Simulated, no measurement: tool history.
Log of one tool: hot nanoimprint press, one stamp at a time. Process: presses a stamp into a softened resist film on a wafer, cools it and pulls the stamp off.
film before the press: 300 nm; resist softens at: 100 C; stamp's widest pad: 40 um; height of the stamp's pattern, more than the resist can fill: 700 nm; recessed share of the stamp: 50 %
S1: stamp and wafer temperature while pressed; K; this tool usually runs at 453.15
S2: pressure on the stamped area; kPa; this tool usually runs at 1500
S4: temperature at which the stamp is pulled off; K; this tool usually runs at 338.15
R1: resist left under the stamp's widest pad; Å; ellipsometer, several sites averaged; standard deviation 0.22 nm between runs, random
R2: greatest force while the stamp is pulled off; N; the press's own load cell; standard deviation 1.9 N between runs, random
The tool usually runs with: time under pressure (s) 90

Run 1, day 0: usual settings. Result: R1 1185 Å, R2 191 N.
Run 2, day 0.346: usual settings but S2 2150 kPa. Result: R1 961 Å, R2 197 N.
Run 3, day 0.979: usual settings but S1 448.15 K. Result: R1 1402 Å, R2 194 N.
At day 1.329: stamp cleaned and given a new release coat.
Run 4, day 1.538: usual settings but time under pressure (s) 50. Result: R1 1437 Å, R2 159 N.
Run 5, day 2.117: usual settings. Result: R1 1178 Å, R2 161 N.
Run 6, day 2.408: usual settings. Result: R1 1183 Å, R2 163 N.
Run 7, day 2.712: usual settings but S4 326.15 K. Result: R1 1182 Å, R2 201 N.
Run 8, day 3.383: usual settings but S4 326.15 K. Result: R1 1177 Å, R2 203 N.
Run 9, day 3.679: usual settings but S4 326.15 K. Result: R1 1177 Å, R2 205 N.
Run 10, day 4.233: usual settings but S4 326.15 K. Result: R1 1177 Å, R2 208 N.
Run 11, day 4.921: usual settings but S4 326.15 K. Result: R1 1179 Å, R2 203 N.
Run 12, day 5.325: usual settings but time under pressure (s) 52. Result: R1 1419 Å, R2 162 N.
Run 13, day 5.971: usual settings but time under pressure (s) 48. Result: R1 1455 Å, R2 166 N.
Run 14, day 6.525: usual settings but time under pressure (s) 48. Result: R1 1450 Å, R2 165 N.
Run 15, day 6.858: usual settings but time under pressure (s) 48. Result: R1 1453 Å, R2 166 N.
Run 16, day 7.462: usual settings but S1 460.15 K, S2 1880 kPa, time under pressure (s) 58, S4 344.15 K. Result: R1 962 Å, R2 147 N.
Run 17, day 8.175: usual settings but S1 447.15 K, S2 930 kPa, time under pressure (s) 89, S4 323.15 K. Result: R1 1838 Å, R2 222 N.
Run 18, day 8.546: usual settings but S1 447.15 K, S2 930 kPa, time under pressure (s) 89, S4 323.15 K. Result: R1 1840 Å, R2 221 N.
Run 19, day 9: usual settings but S1 447.15 K, S2 930 kPa, time under pressure (s) 85, S4 323.15 K. Result: R1 1856 Å, R2 226 N.
Run 20, day 9.554: usual settings but S1 447.15 K, S2 930 kPa, time under pressure (s) 85, S4 323.15 K. Result: R1 1855 Å, R2 222 N.
At day 9.712: plate thermocouple calibrated.
Run 21, day 10.196: usual settings but S1 458.15 K, S2 920 kPa, time under pressure (s) 137, S4 329.15 K. Result: R1 1140 Å, R2 201 N.
Run 22, day 10.879: usual settings but S1 444.15 K, S2 2320 kPa, time under pressure (s) 71, S4 329.15 K. Result: R1 1357 Å, R2 205 N.
Run 23, day 11.192: usual settings but S1 446.15 K, S2 1980 kPa, time under pressure (s) 110, S4 336.15 K. Result: R1 1187 Å, R2 180 N.
Run 24, day 11.646: usual settings but S2 1090 kPa. Result: R1 1398 Å, R2 171 N.
Run 25, day 12.342: usual settings but S1 457.15 K, time under pressure (s) 148, S4 341.15 K. Result: R1 859 Å, R2 162 N.
At day 12.671: plate thermocouple calibrated, once more.
Run 26, day 12.788: usual settings but S1 457.15 K, S2 1600 kPa, time under pressure (s) 148, S4 341.15 K. Result: R1 852 Å, R2 168 N.
Run 27, day 13.425: usual settings but S2 910 kPa. Result: R1 1578 Å, R2 178 N.
Run 28, day 14.008: usual settings but S1 451.15 K, S2 1720 kPa, time under pressure (s) 47, S4 343.15 K. Result: R1 1475 Å, R2 158 N.
Run 29, day 14.604: usual settings but S1 457.15 K, S2 1100 kPa, time under pressure (s) 160. Result: R1 1032 Å, R2 176 N.

Alternative continuations, all from the tool just after run 29; predict every row:
Run A, day 15.117: usual settings but S4 336.15 K. Result: R1 ?, R2 ?.
Run B, day 15.117: usual settings but S2 940 kPa, time under pressure (s) 86. Result: R1 ?, R2 ?.
Run C, day 15.117: usual settings but S1 456.15 K, S2 1100 kPa, time under pressure (s) 160. Result: R1 ?, R2 ?.
Run D, day 15.117: usual settings but S1 457.15 K, S2 900 kPa, time under pressure (s) 164, S4 328.15 K. Result: R1 ?, R2 ?.

run    R1   R2
  A  1200  187
  B  1568  178
  C  1066  176
  D  1152  213
Without the tool's unlogged condition, the same runs would have read:
run    R1   R2
  A  1189  169
  B  1558  161
  C  1057  159
  D  1144  192

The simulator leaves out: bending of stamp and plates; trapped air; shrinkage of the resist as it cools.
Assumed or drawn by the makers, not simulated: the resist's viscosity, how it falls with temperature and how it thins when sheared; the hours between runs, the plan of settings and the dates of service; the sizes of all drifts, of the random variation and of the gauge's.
